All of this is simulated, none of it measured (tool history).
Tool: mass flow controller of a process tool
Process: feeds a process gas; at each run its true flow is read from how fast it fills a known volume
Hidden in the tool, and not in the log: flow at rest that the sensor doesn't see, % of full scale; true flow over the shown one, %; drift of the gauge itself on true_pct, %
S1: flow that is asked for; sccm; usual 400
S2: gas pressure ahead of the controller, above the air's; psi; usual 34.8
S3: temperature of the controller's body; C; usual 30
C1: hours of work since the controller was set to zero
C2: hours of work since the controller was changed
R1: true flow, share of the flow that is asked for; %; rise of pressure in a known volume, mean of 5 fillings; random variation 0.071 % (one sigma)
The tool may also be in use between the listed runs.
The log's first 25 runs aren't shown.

run    hour   S1    S2  S3   C1    C2      R1
 26  1748.5  400  27.8  21  117  3011  100.15
 27  1786.7  400  31.0  35  142  3036  101.12
 28  1837.8  400  31.0  35  176  3069  101.03
 29  1878.7  400  31.0  35  202  3096  101.14
 30  1958.5  400  31.0  35  254  3148  101.07
 31  1997.7  400  31.0  35  280  3174  101.24
 32  2075.7   59  31.8  22  331  3225   99.95
 33  2143.2  259  31.8  22  375  3269  100.44
 34  2207.0   70  34.8  20  417  3310  100.09
 35  2276.3  382  28.6  22  462  3356  100.53
 36  2349.8  148  34.8  31  510  3404  100.65
 37  2413.5  223  34.8  21  552  3445  100.34
 38  2486.7  400  33.9  25  599  3493  101.04
 39  2540.4  400  32.3  34  635  3528  101.35
 40  2599.1  436  32.3  29  673  3567  101.38

Forecast each of these 4 alternatives for the next run:
  A  2686.6  416  32.3  39  730  3624   ?
  B  2686.6  260  35.7  26  730  3624   ?
  C  2686.6  376  28.4  28  730  3624   ?
  D  2686.6  436  32.3  22  730  3624   ?

run      R1
  A  101.76
  B  100.84
  C  100.84
  D  101.08
Without the tool's hidden state the same runs would have given:
run      R1
  A  100.49
  B   99.48
  C   99.56
  D   99.83

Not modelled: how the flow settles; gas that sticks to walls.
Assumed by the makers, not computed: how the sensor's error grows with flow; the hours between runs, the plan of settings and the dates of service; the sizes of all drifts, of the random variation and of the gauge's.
